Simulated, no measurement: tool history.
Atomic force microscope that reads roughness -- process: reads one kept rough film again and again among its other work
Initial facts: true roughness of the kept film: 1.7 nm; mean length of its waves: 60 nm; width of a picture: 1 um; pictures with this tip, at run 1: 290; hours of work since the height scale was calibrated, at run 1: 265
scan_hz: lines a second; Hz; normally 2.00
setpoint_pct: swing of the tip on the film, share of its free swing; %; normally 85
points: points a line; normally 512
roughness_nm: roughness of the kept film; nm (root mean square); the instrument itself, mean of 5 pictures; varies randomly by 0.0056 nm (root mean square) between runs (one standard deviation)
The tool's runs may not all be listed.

| run | hour | scan_hz | setpoint_pct | points | pictures with this tip | hours of work since the height scale was calibrated | roughness_nm |
|---|---|---|---|---|---|---|---|
| 1 | 0.0 | 2.00 | 85 | 512 | 290 | 265 | 1.542 |
|  | 4.9 | new tip fitted |
| 2 | 63.5 | 2.00 | 85 | 512 | 119 | 303 | 1.536 |
| 3 | 120.2 | 2.00 | 85 | 512 | 233 | 338 | 1.528 |
| 4 | 150.5 | 2.00 | 85 | 512 | 294 | 356 | 1.542 |
|  | 154.1 | new tip fitted |
| 5 | 189.9 | 2.00 | 85 | 512 | 72 | 380 | 1.536 |
| 6 | 246.9 | 2.00 | 85 | 512 | 187 | 414 | 1.539 |
|  | 301.8 | new tip fitted |
| 7 | 308.6 | 1.33 | 85 | 512 | 13 | 451 | 1.575 |
| 8 | 365.0 | 1.33 | 85 | 512 | 127 | 486 | 1.579 |
| 9 | 417.6 | 2.00 | 56 | 512 | 233 | 517 | 1.645 |
|  | 453.4 | new tip fitted |
| 10 | 486.6 | 2.00 | 75 | 743 | 67 | 559 | 1.586 |
| 11 | 522.8 | 2.00 | 85 | 303 | 140 | 581 | 1.528 |
| 12 | 586.8 | 0.56 | 62 | 512 | 269 | 620 | 1.651 |
|  | 604.7 | new tip fitted |
| 13 | 632.5 | 1.12 | 85 | 267 | 56 | 647 | 1.587 |
| 14 | 679.0 | 1.12 | 85 | 267 | 150 | 675 | 1.581 |
| 15 | 726.1 | 2.00 | 85 | 789 | 245 | 704 | 1.537 |
|  | 752.6 | new tip fitted |
| 16 | 785.3 | 3.37 | 62 | 291 | 66 | 740 | 1.600 |
| 17 | 826.8 | 2.00 | 85 | 364 | 150 | 765 | 1.543 |
| 18 | 886.7 | 3.25 | 69 | 349 | 270 | 801 | 1.573 |

What if the next run were any one of these 3? Each begins from the tool's condition after run 18:
|  | 903.6 | new tip fitted |
| A | 927.8 | 0.72 | 66 | 422 | 49 | 826 | ? |
|  | 903.6 | new tip fitted |
| B | 927.8 | 2.00 | 56 | 748 | 49 | 826 | ? |
|  | 903.6 | new tip fitted |
| C | 927.8 | 0.76 | 59 | 377 | 49 | 826 | ? |

| run | roughness_nm |
|---|---|
| A | 1.649 |
| B | 1.644 |
| C | 1.646 |
Had the tool no hidden state, the same runs would have come out as:
| run | roughness_nm |
|---|---|
| A | 1.648 |
| B | 1.643 |
| C | 1.644 |

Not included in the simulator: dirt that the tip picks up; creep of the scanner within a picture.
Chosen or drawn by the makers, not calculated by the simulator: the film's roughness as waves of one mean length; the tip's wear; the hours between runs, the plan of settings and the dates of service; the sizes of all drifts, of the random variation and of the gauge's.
